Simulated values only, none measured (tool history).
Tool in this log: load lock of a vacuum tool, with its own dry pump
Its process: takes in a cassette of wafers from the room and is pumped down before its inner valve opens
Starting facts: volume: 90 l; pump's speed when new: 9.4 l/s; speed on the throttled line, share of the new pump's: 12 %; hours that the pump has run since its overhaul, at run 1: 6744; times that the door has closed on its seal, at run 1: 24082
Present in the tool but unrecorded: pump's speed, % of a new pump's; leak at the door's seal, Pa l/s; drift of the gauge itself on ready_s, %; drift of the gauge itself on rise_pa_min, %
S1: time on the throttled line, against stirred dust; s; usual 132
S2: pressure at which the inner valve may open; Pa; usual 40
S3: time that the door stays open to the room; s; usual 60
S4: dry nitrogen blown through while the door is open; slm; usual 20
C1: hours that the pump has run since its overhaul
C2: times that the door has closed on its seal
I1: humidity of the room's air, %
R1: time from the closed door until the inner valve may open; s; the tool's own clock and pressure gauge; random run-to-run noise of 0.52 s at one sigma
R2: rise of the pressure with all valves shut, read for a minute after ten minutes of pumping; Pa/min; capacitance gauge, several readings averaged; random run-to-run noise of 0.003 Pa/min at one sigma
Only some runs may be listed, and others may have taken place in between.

{"run": 1, "hour": 0.0, "S1": 132, "S2": 40, "S3": 60, "S4": 20, "C1": 6744, "C2": 24082, "I1": 45.1, "R1": 194.6, "R2": 0.048}
{"run": 2, "hour": 223.4, "S1": 132, "S2": 40, "S3": 60, "S4": 20, "C1": 6968, "C2": 24728, "I1": 46.2, "R1": 194.8, "R2": 0.051}
{"run": 3, "hour": 466.2, "S1": 132, "S2": 40, "S3": 132, "S4": 20, "C1": 7210, "C2": 25429, "I1": 45.1, "R1": 194.4, "R2": 0.05}
{"run": 4, "hour": 732.4, "S1": 132, "S2": 40, "S3": 132, "S4": 20, "C1": 7477, "C2": 26199, "I1": 46.0, "R1": 194.4, "R2": 0.052}
{"run": 5, "hour": 960.7, "S1": 132, "S2": 40, "S3": 132, "S4": 20, "C1": 7705, "C2": 26858, "I1": 45.9, "R1": 196.0, "R2": 0.061}
{"run": 6, "hour": 1283.6, "S1": 132, "S2": 40, "S3": 132, "S4": 20, "C1": 8028, "C2": 27791, "I1": 43.4, "R1": 196.0, "R2": 0.058}
{"run": 7, "hour": 1554.6, "S1": 132, "S2": 40, "S3": 132, "S4": 11, "C1": 8299, "C2": 28574, "I1": 47.7, "R1": 195.5, "R2": 0.067}
{"run": 8, "hour": 1753.8, "S1": 132, "S2": 40, "S3": 29, "S4": 20, "C1": 8498, "C2": 29150, "I1": 43.4, "R1": 195.8, "R2": 0.054}
{"run": 9, "hour": 1950.5, "S1": 132, "S2": 40, "S3": 41, "S4": 8, "C1": 8695, "C2": 29718, "I1": 43.5, "R1": 195.3, "R2": 0.055}
{"run": 10, "hour": 2186.2, "S1": 132, "S2": 40, "S3": 41, "S4": 8, "C1": 8930, "C2": 30399, "I1": 43.9, "R1": 196.7, "R2": 0.062}
{"run": 11, "hour": 2377.7, "S1": 132, "S2": 39, "S3": 60, "S4": 41, "C1": 9122, "C2": 30953, "I1": 44.2, "R1": 195.8, "R2": 0.053}
{"run": 12, "hour": 2715.7, "S1": 132, "S2": 39, "S3": 60, "S4": 41, "C1": 9460, "C2": 31929, "I1": 43.7, "R1": 196.2, "R2": 0.056}
{"run": 13, "hour": 2901.2, "S1": 132, "S2": 39, "S3": 60, "S4": 41, "C1": 9646, "C2": 32466, "I1": 40.5, "R1": 196.5, "R2": 0.057}
{"run": 14, "hour": 3117.4, "S1": 132, "S2": 39, "S3": 60, "S4": 41, "C1": 9862, "C2": 33090, "I1": 47.8, "R1": 196.5, "R2": 0.057}
{"run": 15, "hour": 3264.6, "S1": 97, "S2": 72, "S3": 41, "S4": 41, "C1": 10009, "C2": 33515, "I1": 48.0, "R1": 160.5, "R2": 0.062}
{"run": 16, "hour": 3483.5, "S1": 131, "S2": 72, "S3": 41, "S4": 41, "C1": 10228, "C2": 34148, "I1": 48.3, "R1": 189.0, "R2": 0.059}

Below are 3 alternative next runs, each starting from the tool's condition after run 16. Predict each:
{"run": "A", "hour": 3742.5, "S1": 132, "S2": 67, "S3": 70, "S4": 10, "C1": 10487, "C2": 34897, "I1": 45.6, "R1": "?", "R2": "?"}
{"run": "B", "hour": 3742.5, "S1": 131, "S2": 70, "S3": 41, "S4": 41, "C1": 10487, "C2": 34897, "I1": 43.8, "R1": "?", "R2": "?"}
{"run": "C", "hour": 3742.5, "S1": 131, "S2": 61, "S3": 41, "S4": 41, "C1": 10487, "C2": 34897, "I1": 45.4, "R1": "?", "R2": "?"}

run=A R1=192.1 R2=0.078
run=B R1=190.3 R2=0.059
run=C R1=191.7 R2=0.056
Without the tool's unlogged condition, the same runs would have read:
run=A R1=187.0 R2=0.027
run=B R1=185.3 R2=0.009
run=C R1=186.5 R2=0.006
